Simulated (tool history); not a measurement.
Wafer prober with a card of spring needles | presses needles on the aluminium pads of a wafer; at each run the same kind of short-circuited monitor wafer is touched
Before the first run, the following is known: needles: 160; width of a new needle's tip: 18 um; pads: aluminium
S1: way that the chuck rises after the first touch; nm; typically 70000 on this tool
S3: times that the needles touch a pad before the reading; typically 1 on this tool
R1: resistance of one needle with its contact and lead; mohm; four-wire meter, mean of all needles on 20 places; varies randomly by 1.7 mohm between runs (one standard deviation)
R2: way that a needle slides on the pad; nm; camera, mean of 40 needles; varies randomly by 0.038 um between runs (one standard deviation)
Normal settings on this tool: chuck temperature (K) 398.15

Run 1, hour 0.0: usual settings. Result: R1 174 mohm, R2 18260 nm.
At hour 5.3: height of the first contact set anew.
At hour 7.5: tips cleaned on abrasive film.
At hour 19.0: tips cleaned on abrasive film.
At hour 31.5: tips cleaned on abrasive film.
Run 2, hour 35.1: usual settings. Result: R1 170 mohm, R2 18280 nm.
At hour 41.8: tips cleaned on abrasive film.
At hour 54.5: tips cleaned on abrasive film.
At hour 66.1: tips cleaned on abrasive film.
Run 3, hour 66.6: usual settings. Result: R1 174 mohm, R2 18230 nm.
At hour 76.7: tips cleaned on abrasive film.
At hour 88.0: tips cleaned on abrasive film.
Run 4, hour 89.5: usual settings. Result: R1 172 mohm, R2 18260 nm.
At hour 98.6: tips cleaned on abrasive film.
At hour 111.1: tips cleaned on abrasive film.
Run 5, hour 113.2: usual settings. Result: R1 170 mohm, R2 18210 nm.
At hour 123.3: tips cleaned on abrasive film.
At hour 134.9: tips cleaned on abrasive film.
Run 6, hour 142.8: usual settings. Result: R1 168 mohm, R2 18270 nm.
At hour 145.1: tips cleaned on abrasive film.
At hour 157.6: tips cleaned on abrasive film.
At hour 169.5: tips cleaned on abrasive film.
At hour 169.8: height of the first contact set anew.
Run 7, hour 175.3: usual settings. Result: R1 173 mohm, R2 18160 nm.
At hour 182.3: tips cleaned on abrasive film.
At hour 193.9: tips cleaned on abrasive film.
At hour 204.0: tips cleaned on abrasive film.
At hour 215.3: tips cleaned on abrasive film.
Run 8, hour 215.3: usual settings. Result: R1 169 mohm, R2 18190 nm.
At hour 226.9: tips cleaned on abrasive film.
Run 9, hour 233.2: usual settings. Result: R1 169 mohm, R2 18170 nm.
At hour 238.3: tips cleaned on abrasive film.
At hour 250.5: tips cleaned on abrasive film.
Run 10, hour 255.6: usual settings. Result: R1 169 mohm, R2 18110 nm.
At hour 262.7: tips cleaned on abrasive film.
At hour 274.8: tips cleaned on abrasive film.
At hour 286.8: tips cleaned on abrasive film.
Run 11, hour 286.8: usual settings. Result: R1 170 mohm, R2 18130 nm.
At hour 298.5: tips cleaned on abrasive film.
At hour 310.6: tips cleaned on abrasive film.
Run 12, hour 311.8: usual settings. Result: R1 172 mohm, R2 18120 nm.
At hour 320.7: tips cleaned on abrasive film.
At hour 332.5: tips cleaned on abrasive film.
At hour 332.8: height of the first contact set anew.
Run 13, hour 334.8: usual settings. Result: R1 170 mohm, R2 18080 nm.
At hour 343.7: tips cleaned on abrasive film.
At hour 356.3: tips cleaned on abrasive film.
Run 14, hour 361.9: usual settings. Result: R1 171 mohm, R2 18160 nm.
At hour 366.5: tips cleaned on abrasive film.
At hour 378.2: tips cleaned on abrasive film.
At hour 390.5: tips cleaned on abrasive film.
At hour 402.4: tips cleaned on abrasive film.
Run 15, hour 403.6: usual settings but S1 52000 nm. Result: R1 173 mohm, R2 13460 nm.
At hour 413.7: tips cleaned on abrasive film.
At hour 425.3: tips cleaned on abrasive film.
Run 16, hour 430.3: usual settings but S1 64000 nm, chuck temperature (K) 305.15, S3 2. Result: R1 155 mohm, R2 16510 nm.
At hour 437.2: tips cleaned on abrasive film.
At hour 449.1: tips cleaned on abrasive film.
Run 17, hour 451.4: usual settings but S1 64000 nm, chuck temperature (K) 305.15, S3 2. Result: R1 158 mohm, R2 16530 nm.
At hour 461.5: tips cleaned on abrasive film.
At hour 473.4: tips cleaned on abrasive film.
Run 18, hour 473.4: usual settings but S1 64000 nm, chuck temperature (K) 305.15, S3 2. Result: R1 155 mohm, R2 16440 nm.
At hour 485.6: tips cleaned on abrasive film.
At hour 495.9: height of the first contact set anew.
At hour 498.2: tips cleaned on abrasive film.
At hour 510.0: tips cleaned on abrasive film.
Run 19, hour 513.6: usual settings but S1 64000 nm, chuck temperature (K) 305.15, S3 2. Result: R1 156 mohm, R2 16490 nm.
At hour 521.1: tips cleaned on abrasive film.
At hour 533.5: tips cleaned on abrasive film.
Run 20, hour 537.1: usual settings but chuck temperature (K) 308.15. Result: R1 156 mohm, R2 18100 nm.
At hour 544.1: tips cleaned on abrasive film.
At hour 555.9: tips cleaned on abrasive film.
At hour 566.8: tips cleaned on abrasive film.
Run 21, hour 566.8: usual settings but S1 54000 nm, chuck temperature (K) 308.15. Result: R1 158 mohm, R2 13920 nm.
At hour 578.6: tips cleaned on abrasive film.
At hour 590.3: tips cleaned on abrasive film.
Run 22, hour 598.8: usual settings but S1 54000 nm, chuck temperature (K) 308.15. Result: R1 159 mohm, R2 13910 nm.
At hour 601.4: tips cleaned on abrasive film.
At hour 611.5: tips cleaned on abrasive film.
At hour 623.5: tips cleaned on abrasive film.
Run 23, hour 625.3: usual settings but S1 52000 nm, chuck temperature (K) 300.15. Result: R1 156 mohm, R2 13320 nm.
At hour 634.8: tips cleaned on abrasive film.
At hour 646.8: tips cleaned on abrasive film.
Run 24, hour 655.9: usual settings but S1 52000 nm, chuck temperature (K) 300.15. Result: R1 158 mohm, R2 13410 nm.
At hour 658.3: tips cleaned on abrasive film.
At hour 658.6: height of the first contact set anew.
At hour 670.2: tips cleaned on abrasive film.
At hour 682.2: tips cleaned on abrasive film.
Run 25, hour 684.7: usual settings but S1 66000 nm, chuck temperature (K) 305.15. Result: R1 155 mohm, R2 16950 nm.
At hour 694.5: tips cleaned on abrasive film.
At hour 706.5: tips cleaned on abrasive film.
Run 26, hour 708.7: usual settings but S1 88000 nm, S3 2. Result: R1 168 mohm, R2 22560 nm.
At hour 718.6: tips cleaned on abrasive film.
At hour 728.7: tips cleaned on abrasive film.
At hour 741.4: tips cleaned on abrasive film.
Run 27, hour 742.6: usual settings but S1 88000 nm. Result: R1 171 mohm, R2 22690 nm.

Here are 4 independent what-if runs from the current tool condition. What would each one return?
At hour 752.8: tips cleaned on abrasive film.
At hour 764.9: tips cleaned on abrasive film.
At hour 776.0: tips cleaned on abrasive film.
Run A, hour 776.1: usual settings but S1 56000 nm, chuck temperature (K) 329.15, S3 2. Result: R1 ?, R2 ?.
At hour 752.8: tips cleaned on abrasive film.
At hour 764.9: tips cleaned on abrasive film.
At hour 776.0: tips cleaned on abrasive film.
Run B, hour 776.1: usual settings. Result: R1 ?, R2 ?.
At hour 752.8: tips cleaned on abrasive film.
At hour 764.9: tips cleaned on abrasive film.
At hour 776.0: tips cleaned on abrasive film.
Run C, hour 776.1: usual settings but S1 55000 nm. Result: R1 ?, R2 ?.
At hour 752.8: tips cleaned on abrasive film.
At hour 764.9: tips cleaned on abrasive film.
At hour 776.0: tips cleaned on abrasive film.
Run D, hour 776.1: usual settings but S1 88000 nm, chuck temperature (K) 303.15. Result: R1 ?, R2 ?.

run   R1     R2
  A  161  14310
  B  171  17980
  C  171  14100
  D  153  22520
Without the tool's unlogged condition, the same runs would have read:
run   R1     R2
  A  160  14560
  B  171  18290
  C  171  14330
  D  153  22900

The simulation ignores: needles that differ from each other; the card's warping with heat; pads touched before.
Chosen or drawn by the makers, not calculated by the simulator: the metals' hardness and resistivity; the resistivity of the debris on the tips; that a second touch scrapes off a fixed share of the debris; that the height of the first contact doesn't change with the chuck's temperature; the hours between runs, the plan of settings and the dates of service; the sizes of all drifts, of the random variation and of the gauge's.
